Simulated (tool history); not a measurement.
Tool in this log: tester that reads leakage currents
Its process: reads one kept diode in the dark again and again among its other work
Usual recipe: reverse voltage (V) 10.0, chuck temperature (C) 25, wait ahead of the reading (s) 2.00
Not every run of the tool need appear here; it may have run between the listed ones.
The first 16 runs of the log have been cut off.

run   hour  reverse voltage (V)  chuck temperature (C)  wait ahead of the reading (s)  current that the tester gives (pA)
 17  373.3                 11.2                     45                           2.00                              675.06
 18  401.2                 11.2                     45                           2.00                              678.68
 19  425.6                 10.5                     25                           2.00                              120.57
 20  451.7                 10.5                     25                           2.00                              120.38
 21  472.8                 10.5                     25                           2.00                              120.57
 22  503.2                 10.5                     39                           0.63                              404.25
 23  525.0                 10.5                     39                           0.63                              406.67
 24  557.4                  2.7                     48                           1.59                              564.48
 25  582.0                  2.7                     48                           1.59                              564.16
 26  612.1                  2.7                     48                           1.59                              570.33
 27  631.2                  2.7                     48                           1.59                              569.29
 28  657.1                  1.4                     28                           2.00                               80.50
 29  671.7                 15.3                     51                           0.60                             1253.41
 30  696.0                  2.1                     33                           9.78                              144.98
 31  710.4                  6.8                     33                           2.00                              211.47
 32  732.0                  6.8                     33                           2.00                              211.45
 33  761.7                  6.8                     33                           2.00                              213.32
 34  778.9                  7.2                     20                           6.11                               69.90
 35  806.1                  2.7                     37                           2.00                              223.96
 36  832.4                  2.7                     37                           2.00                              224.75
 37  864.3                  1.0                     25                           2.00                               55.56
 38  894.0                  3.1                     25                           2.00                               80.55
 39  919.1                 10.0                     54                           1.10                             1403.03
 40  938.6                 11.7                     43                           0.94                              604.91
 41  959.9                 10.0                     25                           4.83                              124.12

3 ways to go on from here, each from the tool as it stands after run 41. What would each give?
  A  989.9                 10.2                     25                           7.91                                   ?
  B  989.9                  2.0                     27                           3.87                                   ?
  C  989.9                  2.7                     56                           2.00                                   ?

run  current that the tester gives (pA)
  A                              125.74
  B                               84.04
  C                             1109.06
Without the tool's hidden state the same runs would have given:
run  current that the tester gives (pA)
  A                              101.08
  B                               74.23
  C                             1025.52
